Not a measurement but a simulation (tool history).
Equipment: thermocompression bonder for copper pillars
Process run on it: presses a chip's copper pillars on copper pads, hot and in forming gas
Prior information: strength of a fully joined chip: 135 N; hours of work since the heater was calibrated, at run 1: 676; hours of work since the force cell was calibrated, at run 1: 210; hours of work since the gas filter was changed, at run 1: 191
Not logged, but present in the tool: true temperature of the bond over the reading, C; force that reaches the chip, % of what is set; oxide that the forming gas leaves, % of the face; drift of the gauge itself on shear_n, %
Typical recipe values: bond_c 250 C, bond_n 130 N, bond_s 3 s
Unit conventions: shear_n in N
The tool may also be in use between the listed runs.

run   hour  bond_c  bond_n  bond_s  hours of work since the heater was calibrated  hours of work since the force cell was calibrated  hours of work since the gas filter was changed  shear_n
  1    0.0     250     130       3                                            676                                                210                                             191     50.5
  2   18.6     250     130       3                                            684                                                218                                             199     49.9
  3   39.7     250     130       3                                            693                                                226                                             208     51.9
  4   64.7     250     117       3                                            703                                                237                                             218     47.6
  5   89.6     270     130       3                                            714                                                247                                             229     66.4
  6  108.8     270     130       3                                            722                                                255                                             237     66.3
  7  123.0     250     178       3                                            728                                                261                                             243     60.1
     142.4  -- forming gas filter changed
  8  144.9     250     130       3                                            736                                                270                                               1     53.3
  9  156.2     250     130       7                                            741                                                275                                               6     72.4
 10  175.1     250     130       3                                            749                                                283                                              14     52.8
 11  196.8     250     130       3                                            758                                                292                                              23     52.7
 12  218.4     250     130       3                                            767                                                301                                              32     53.5
 13  229.2     250     130       3                                            772                                                305                                              36     52.8
 14  251.1     229     130       3                                            781                                                315                                              45     37.4
 15  262.1     229     130       3                                            785                                                319                                              50     37.5
 16  277.0     229     130       3                                            792                                                325                                              56     37.9
 17  297.6     246     130       3                                            800                                                334                                              65     50.7
 18  321.9     246     130       3                                            810                                                344                                              75     50.5
 19  339.9     246     130       3                                            818                                                352                                              83     49.8
 20  361.7     248     130       3                                            827                                                361                                              92     51.1
 21  380.1     273     154       2                                            835                                                368                                              99     68.1
 22  401.9     271     146       3                                            844                                                378                                             108     72.6
 23  418.3     271     146       3                                            851                                                384                                             115     74.1
 24  431.0     271     146       3                                            856                                                390                                             121     72.9
 25  441.4     271     113       8                                            860                                                394                                             125     88.1
 26  463.9     245     149       4                                            870                                                403                                             134     58.1
 27  487.6     250     129       4                                            880                                                413                                             144     57.5
     490.4  -- force cell calibrated
 28  512.8     250     100       5                                            890                                                  9                                             154     55.7
 29  532.1     267     124       5                                            898                                                 17                                             162     76.3
     545.9  -- force cell calibrated, once more
 30  550.2     267     124       5                                            905                                                  2                                             169     76.1
 31  565.0     232     124       5                                            911                                                  8                                             175     48.1
 32  577.0     232     190       7                                            916                                                 13                                             180     66.5
 33  595.4     232     190       7                                            923                                                 21                                             188     67.6
 34  617.1     232     190       7                                            932                                                 30                                             197     66.9
 35  633.7     259     123       2                                            939                                                 37                                             204     50.1
 36  654.9     253     114       2                                            948                                                 46                                             213     44.0
 37  677.2     230      96       2                                            958                                                 55                                             222     26.8
 38  694.4     272     152       3                                            965                                                 62                                             229     74.9
 39  708.6     264      91       3                                            971                                                 68                                             235     52.8

5 ways to go on from here, each from the tool as it stands after run 39. What would each give?
  A  731.1     250     130       4                                            980                                                 77                                             245        ?
  B  731.1     253      91       3                                            980                                                 77                                             245        ?
  C  731.1     272      80       3                                            980                                                 77                                             245        ?
  D  731.1     270     124       2                                            980                                                 77                                             245        ?
  E  731.1     280     117       9                                            980                                                 77                                             245        ?

run  shear_n
  A     56.7
  B     45.3
  C     55.7
  D     58.3
  E     98.3
Take away the tool's hidden state, keep each run's random variation, and the runs would have read:
run  shear_n
  A     55.7
  B     44.3
  C     55.1
  D     57.6
  E     99.8
